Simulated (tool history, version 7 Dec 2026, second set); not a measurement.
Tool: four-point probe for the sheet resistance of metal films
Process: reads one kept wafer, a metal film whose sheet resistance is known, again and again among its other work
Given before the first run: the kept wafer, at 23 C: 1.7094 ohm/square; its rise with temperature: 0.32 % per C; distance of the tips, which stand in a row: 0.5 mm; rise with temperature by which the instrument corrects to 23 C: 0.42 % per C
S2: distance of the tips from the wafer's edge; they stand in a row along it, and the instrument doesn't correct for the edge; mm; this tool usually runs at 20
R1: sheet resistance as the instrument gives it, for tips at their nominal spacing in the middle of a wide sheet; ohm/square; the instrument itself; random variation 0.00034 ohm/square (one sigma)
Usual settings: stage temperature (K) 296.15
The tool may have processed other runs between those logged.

{"run": 1, "hour": 0.0, "stage temperature (K)": 296.15, "S2": 20, "R1": 1.723541}
{"run": 2, "hour": 59.2, "stage temperature (K)": 306.15, "S2": 20, "R1": 1.707966}
{"run": 3, "hour": 111.7, "stage temperature (K)": 306.15, "S2": 20, "R1": 1.708385}
{"run": 4, "hour": 190.4, "stage temperature (K)": 306.15, "S2": 20, "R1": 1.70973}
{"run": 5, "hour": 258.5, "stage temperature (K)": 296.15, "S2": 59, "R1": 1.724869}
{"run": 6, "hour": 296.5, "stage temperature (K)": 296.15, "S2": 59, "R1": 1.725331}
{"run": 7, "hour": 344.9, "stage temperature (K)": 296.15, "S2": 59, "R1": 1.725233}
{"run": 8, "hour": 405.4, "stage temperature (K)": 296.15, "S2": 59, "R1": 1.72598}
{"run": 9, "hour": 471.8, "stage temperature (K)": 296.15, "S2": 59, "R1": 1.726296}
{"run": 10, "hour": 553.4, "stage temperature (K)": 299.15, "S2": 20, "R1": 1.722439}
{"run": 11, "hour": 630.2, "stage temperature (K)": 296.15, "S2": 4, "R1": 1.741672}
{"run": 12, "hour": 693.7, "stage temperature (K)": 296.15, "S2": 58, "R1": 1.728778}
{"run": 13, "hour": 747.2, "stage temperature (K)": 303.15, "S2": 20, "R1": 1.718568}
{"run": 14, "hour": 822.2, "stage temperature (K)": 296.15, "S2": 11, "R1": 1.731104}
{"run": 15, "hour": 890.9, "stage temperature (K)": 296.15, "S2": 11, "R1": 1.732255}
{"run": 16, "hour": 950.6, "stage temperature (K)": 296.15, "S2": 11, "R1": 1.732412}
{"hour": 968.9, "done": "new probe head fitted"}
{"run": 17, "hour": 1006.1, "stage temperature (K)": 296.15, "S2": 11, "R1": 1.709677}
{"run": 18, "hour": 1050.7, "stage temperature (K)": 296.15, "S2": 11, "R1": 1.70959}
{"run": 19, "hour": 1127.3, "stage temperature (K)": 293.15, "S2": 18, "R1": 1.714256}
{"run": 20, "hour": 1171.1, "stage temperature (K)": 295.15, "S2": 18, "R1": 1.711014}
{"run": 21, "hour": 1240.7, "stage temperature (K)": 295.15, "S2": 18, "R1": 1.711477}
{"run": 22, "hour": 1309.6, "stage temperature (K)": 295.15, "S2": 15, "R1": 1.712038}
{"run": 23, "hour": 1360.6, "stage temperature (K)": 295.15, "S2": 15, "R1": 1.712931}
{"run": 24, "hour": 1436.0, "stage temperature (K)": 295.15, "S2": 15, "R1": 1.712786}
{"run": 25, "hour": 1520.6, "stage temperature (K)": 299.15, "S2": 20, "R1": 1.70708}
{"run": 26, "hour": 1570.7, "stage temperature (K)": 299.15, "S2": 20, "R1": 1.708009}
{"run": 27, "hour": 1630.0, "stage temperature (K)": 301.15, "S2": 20, "R1": 1.705016}
{"run": 28, "hour": 1718.0, "stage temperature (K)": 301.15, "S2": 5, "R1": 1.714416}
{"run": 29, "hour": 1757.2, "stage temperature (K)": 301.15, "S2": 5, "R1": 1.714676}
{"run": 30, "hour": 1793.0, "stage temperature (K)": 301.15, "S2": 5, "R1": 1.714595}
{"run": 31, "hour": 1868.6, "stage temperature (K)": 306.15, "S2": 18, "R1": 1.699745}
{"run": 32, "hour": 1943.2, "stage temperature (K)": 300.15, "S2": 3, "R1": 1.733954}
{"run": 33, "hour": 2012.2, "stage temperature (K)": 300.15, "S2": 3, "R1": 1.735016}
{"run": 34, "hour": 2097.0, "stage temperature (K)": 291.15, "S2": 19, "R1": 1.725175}
{"run": 35, "hour": 2150.2, "stage temperature (K)": 294.15, "S2": 11, "R1": 1.722269}
{"run": 36, "hour": 2194.6, "stage temperature (K)": 294.15, "S2": 11, "R1": 1.721981}

Forecast each of these 5 alternatives for the next run:
{"run": "A", "hour": 2251.1, "stage temperature (K)": 301.15, "S2": 67, "R1": "?"}
{"run": "B", "hour": 2251.1, "stage temperature (K)": 299.15, "S2": 7, "R1": "?"}
{"run": "C", "hour": 2251.1, "stage temperature (K)": 291.15, "S2": 11, "R1": "?"}
{"run": "D", "hour": 2251.1, "stage temperature (K)": 301.15, "S2": 5, "R1": "?"}
{"run": "E", "hour": 2251.1, "stage temperature (K)": 305.15, "S2": 3, "R1": "?"}

run=A R1=1.710131
run=B R1=1.717433
run=C R1=1.727996
run=D R1=1.719037
run=E R1=1.728430
With no hidden state in the tool, these same runs would have given:
run=A R1=1.702008
run=B R1=1.709288
run=C R1=1.719840
run=D R1=1.710876
run=E R1=1.720212

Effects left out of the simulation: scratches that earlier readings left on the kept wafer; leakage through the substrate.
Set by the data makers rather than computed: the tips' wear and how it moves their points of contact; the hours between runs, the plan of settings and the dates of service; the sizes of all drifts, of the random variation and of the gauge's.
